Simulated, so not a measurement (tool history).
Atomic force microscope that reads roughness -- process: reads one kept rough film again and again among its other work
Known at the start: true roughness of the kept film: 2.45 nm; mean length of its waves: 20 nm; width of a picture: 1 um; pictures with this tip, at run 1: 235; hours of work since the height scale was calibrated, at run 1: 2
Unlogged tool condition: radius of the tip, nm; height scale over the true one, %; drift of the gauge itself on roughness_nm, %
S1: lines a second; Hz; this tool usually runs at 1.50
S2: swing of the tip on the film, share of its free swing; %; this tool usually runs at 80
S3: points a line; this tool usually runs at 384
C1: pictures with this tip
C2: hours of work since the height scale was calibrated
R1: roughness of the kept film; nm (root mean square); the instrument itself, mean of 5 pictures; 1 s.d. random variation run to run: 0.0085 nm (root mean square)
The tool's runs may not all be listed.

{"run": 1, "day": 0.0, "S1": 1.5, "S2": 80, "S3": 384, "C1": 235, "C2": 2, "R1": 1.361}
{"run": 2, "day": 0.312, "S1": 1.5, "S2": 80, "S3": 384, "C1": 249, "C2": 7, "R1": 1.346}
{"run": 3, "day": 0.612, "S1": 1.5, "S2": 56, "S3": 384, "C1": 263, "C2": 11, "R1": 1.419}
{"run": 4, "day": 0.825, "S1": 1.5, "S2": 56, "S3": 384, "C1": 273, "C2": 14, "R1": 1.401}
{"run": 5, "day": 1.338, "S1": 2.27, "S2": 56, "S3": 384, "C1": 297, "C2": 22, "R1": 1.357}
{"run": 6, "day": 1.788, "S1": 2.27, "S2": 56, "S3": 384, "C1": 318, "C2": 28, "R1": 1.342}
{"run": 7, "day": 2.175, "S1": 2.27, "S2": 56, "S3": 384, "C1": 335, "C2": 34, "R1": 1.306}
{"run": 8, "day": 2.425, "S1": 2.27, "S2": 56, "S3": 934, "C1": 347, "C2": 38, "R1": 1.315}
{"run": 9, "day": 2.729, "S1": 2.27, "S2": 56, "S3": 779, "C1": 361, "C2": 42, "R1": 1.289}
{"run": 10, "day": 3.175, "S1": 1.5, "S2": 80, "S3": 479, "C1": 382, "C2": 49, "R1": 1.188}
{"day": 3.404, "done": "new tip fitted"}
{"run": 11, "day": 3.442, "S1": 1.5, "S2": 80, "S3": 479, "C1": 2, "C2": 53, "R1": 1.868}
{"run": 12, "day": 3.908, "S1": 1.5, "S2": 79, "S3": 438, "C1": 23, "C2": 59, "R1": 1.805}
{"run": 13, "day": 4.129, "S1": 1.5, "S2": 79, "S3": 438, "C1": 34, "C2": 63, "R1": 1.791}
{"run": 14, "day": 4.562, "S1": 2.94, "S2": 82, "S3": 341, "C1": 53, "C2": 69, "R1": 1.544}
{"run": 15, "day": 4.875, "S1": 1.5, "S2": 64, "S3": 384, "C1": 68, "C2": 74, "R1": 1.79}
{"run": 16, "day": 5.254, "S1": 0.99, "S2": 72, "S3": 389, "C1": 86, "C2": 79, "R1": 1.754}
{"run": 17, "day": 5.767, "S1": 3.09, "S2": 85, "S3": 389, "C1": 109, "C2": 87, "R1": 1.399}
{"run": 18, "day": 6.225, "S1": 3.67, "S2": 62, "S3": 384, "C1": 130, "C2": 93, "R1": 1.573}
{"run": 19, "day": 6.629, "S1": 1.22, "S2": 80, "S3": 594, "C1": 149, "C2": 99, "R1": 1.552}

Each row is a separate what-if for the run after 19, all from the same tool condition, not one after another. Results?
{"run": "A", "day": 7.071, "S1": 1.22, "S2": 80, "S3": 547, "C1": 169, "C2": 106, "R1": "?"}
{"run": "B", "day": 7.071, "S1": 3.93, "S2": 57, "S3": 594, "C1": 169, "C2": 106, "R1": "?"}
{"run": "C", "day": 7.071, "S1": 1.22, "S2": 79, "S3": 594, "C1": 169, "C2": 106, "R1": "?"}
{"run": "D", "day": 7.071, "S1": 1.22, "S2": 80, "S3": 338, "C1": 169, "C2": 106, "R1": "?"}
{"run": "E", "day": 7.071, "S1": 3.19, "S2": 80, "S3": 371, "C1": 169, "C2": 106, "R1": "?"}

run=A R1=1.525
run=B R1=1.554
run=C R1=1.530
run=D R1=1.518
run=E R1=1.351
With the hidden condition removed and each run's random variation left untouched, the same runs would have given:
run=A R1=1.918
run=B R1=1.953
run=C R1=1.925
run=D R1=1.908
run=E R1=1.698
